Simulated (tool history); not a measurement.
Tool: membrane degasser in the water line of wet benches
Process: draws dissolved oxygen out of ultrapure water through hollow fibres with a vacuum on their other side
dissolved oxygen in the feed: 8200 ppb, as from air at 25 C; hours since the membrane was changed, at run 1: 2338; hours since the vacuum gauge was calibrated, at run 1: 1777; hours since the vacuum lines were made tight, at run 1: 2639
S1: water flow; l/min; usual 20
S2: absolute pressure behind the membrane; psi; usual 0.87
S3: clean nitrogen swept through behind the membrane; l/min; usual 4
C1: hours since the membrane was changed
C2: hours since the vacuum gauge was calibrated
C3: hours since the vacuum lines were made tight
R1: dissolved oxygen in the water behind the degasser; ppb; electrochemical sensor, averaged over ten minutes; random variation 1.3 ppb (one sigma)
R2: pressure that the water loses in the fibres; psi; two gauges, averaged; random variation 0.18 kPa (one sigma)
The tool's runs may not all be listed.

{"run": 1, "hour": 0.0, "S1": 20, "S2": 0.87, "S3": 4, "C1": 2338, "C2": 1777, "C3": 2639, "R1": 143.5, "R2": 4.634}
{"run": 2, "hour": 106.2, "S1": 20, "S2": 0.87, "S3": 4.29, "C1": 2444, "C2": 1883, "C3": 2745, "R1": 140.9, "R2": 4.598}
{"run": 3, "hour": 183.2, "S1": 20, "S2": 0.87, "S3": 4, "C1": 2521, "C2": 1960, "C3": 2822, "R1": 142, "R2": 4.643}
{"run": 4, "hour": 276.1, "S1": 20, "S2": 0.87, "S3": 4, "C1": 2614, "C2": 2053, "C3": 2915, "R1": 142, "R2": 4.638}
{"run": 5, "hour": 357.6, "S1": 20, "S2": 0.87, "S3": 4, "C1": 2695, "C2": 2135, "C3": 2996, "R1": 141.6, "R2": 4.608}
{"run": 6, "hour": 462.5, "S1": 20, "S2": 0.87, "S3": 4, "C1": 2800, "C2": 2239, "C3": 3101, "R1": 142.4, "R2": 4.631}
{"run": 7, "hour": 550.7, "S1": 20, "S2": 0.87, "S3": 4, "C1": 2888, "C2": 2328, "C3": 3189, "R1": 144.7, "R2": 4.664}
{"run": 8, "hour": 634.6, "S1": 20, "S2": 0.87, "S3": 4, "C1": 2972, "C2": 2412, "C3": 3273, "R1": 142.9, "R2": 4.625}
{"run": 9, "hour": 686.1, "S1": 20, "S2": 0.87, "S3": 4, "C1": 3024, "C2": 2463, "C3": 3325, "R1": 144.7, "R2": 4.621}
{"run": 10, "hour": 738.2, "S1": 20, "S2": 0.87, "S3": 4, "C1": 3076, "C2": 2515, "C3": 3377, "R1": 145.6, "R2": 4.648}
{"run": 11, "hour": 798.3, "S1": 20, "S2": 0.87, "S3": 4, "C1": 3136, "C2": 2575, "C3": 3437, "R1": 147.1, "R2": 4.689}
{"run": 12, "hour": 856.4, "S1": 20, "S2": 0.87, "S3": 4, "C1": 3194, "C2": 2633, "C3": 3495, "R1": 147.1, "R2": 4.693}
{"run": 13, "hour": 910.7, "S1": 26, "S2": 0.87, "S3": 4, "C1": 3248, "C2": 2688, "C3": 3549, "R1": 261.5, "R2": 6.029}
{"run": 14, "hour": 1020.0, "S1": 15, "S2": 0.87, "S3": 4, "C1": 3358, "C2": 2797, "C3": 3659, "R1": 71.5, "R2": 3.49}
{"run": 15, "hour": 1121.2, "S1": 20, "S2": 0.87, "S3": 4, "C1": 3459, "C2": 2898, "C3": 3760, "R1": 146.1, "R2": 4.67}
{"run": 16, "hour": 1193.3, "S1": 20, "S2": 0.87, "S3": 4, "C1": 3531, "C2": 2970, "C3": 3832, "R1": 148.8, "R2": 4.65}
{"hour": 1211.7, "done": "seals of the vacuum lines changed"}
{"run": 17, "hour": 1249.0, "S1": 17, "S2": 0.87, "S3": 4, "C1": 3585, "C2": 3024, "C3": 37, "R1": 99, "R2": 4.023}
{"run": 18, "hour": 1361.0, "S1": 20, "S2": 0.87, "S3": 6.23, "C1": 3697, "C2": 3136, "C3": 149, "R1": 132.5, "R2": 4.695}
{"run": 19, "hour": 1411.1, "S1": 22, "S2": 0.608, "S3": 4.44, "C1": 3747, "C2": 3186, "C3": 199, "R1": 160.5, "R2": 5.15}
{"run": 20, "hour": 1475.7, "S1": 15, "S2": 0.917, "S3": 4, "C1": 3811, "C2": 3251, "C3": 264, "R1": 75.7, "R2": 3.495}
{"run": 21, "hour": 1573.9, "S1": 25, "S2": 1.327, "S3": 9.4, "C1": 3910, "C2": 3349, "C3": 362, "R1": 242.1, "R2": 5.896}
{"run": 22, "hour": 1646.6, "S1": 20, "S2": 0.754, "S3": 8.61, "C1": 3982, "C2": 3422, "C3": 435, "R1": 123.6, "R2": 4.705}
{"run": 23, "hour": 1730.5, "S1": 19, "S2": 0.754, "S3": 3.73, "C1": 4066, "C2": 3505, "C3": 519, "R1": 124.4, "R2": 4.495}
{"run": 24, "hour": 1840.4, "S1": 25, "S2": 0.716, "S3": 1.78, "C1": 4176, "C2": 3615, "C3": 629, "R1": 263.4, "R2": 5.904}
{"run": 25, "hour": 1923.2, "S1": 20, "S2": 0.87, "S3": 5.21, "C1": 4259, "C2": 3698, "C3": 712, "R1": 139.6, "R2": 4.727}
{"run": 26, "hour": 2006.6, "S1": 20, "S2": 1.191, "S3": 4.53, "C1": 4342, "C2": 3782, "C3": 795, "R1": 168.9, "R2": 4.741}
{"run": 27, "hour": 2056.6, "S1": 20, "S2": 1.191, "S3": 3.93, "C1": 4392, "C2": 3832, "C3": 845, "R1": 177.1, "R2": 4.693}
{"run": 28, "hour": 2148.5, "S1": 28, "S2": 0.87, "S3": 4, "C1": 4484, "C2": 3923, "C3": 937, "R1": 318.2, "R2": 6.609}
{"run": 29, "hour": 2222.2, "S1": 28, "S2": 0.87, "S3": 4, "C1": 4558, "C2": 3997, "C3": 1011, "R1": 320, "R2": 6.614}
{"run": 30, "hour": 2286.2, "S1": 28, "S2": 0.87, "S3": 4, "C1": 4622, "C2": 4061, "C3": 1075, "R1": 318.9, "R2": 6.676}
{"run": 31, "hour": 2347.3, "S1": 20, "S2": 0.6, "S3": 3.41, "C1": 4683, "C2": 4122, "C3": 1136, "R1": 129.8, "R2": 4.714}

Hidden state or all else? Some run-to-run changes of R1, split into what the settings, what came in and random variation would give without the hidden state, and what is left for the hidden state (with any gauge scatter that isn't in both results):
The hidden state here: membrane still open, %; true pressure behind the membrane over the reading, kPa; air that leaks in behind the membrane, l/min; drift of the gauge itself on oxygen_ppb, %; drift of the gauge itself on loss_of_pressure_kpa, %.
Run 13 -> 14: S1 26 -> 15. R1 -190 ppb: hidden state -15.4, all else -174.6.
Run 20 -> 21: S1 15 -> 25, S2 0.917 -> 1.327, S3 4 -> 9.4. R1 +166.4 ppb: hidden state +16.4, all else +150.
Run 27 -> 28: S1 20 -> 28, S2 1.191 -> 0.87, S3 3.93 -> 4. R1 +141.1 ppb: hidden state +16.8, all else +124.3.
Run 30 -> 31: S1 28 -> 20, S2 0.87 -> 0.6, S3 4 -> 3.41. R1 -189.1 ppb: hidden state -17, all else -172.1.
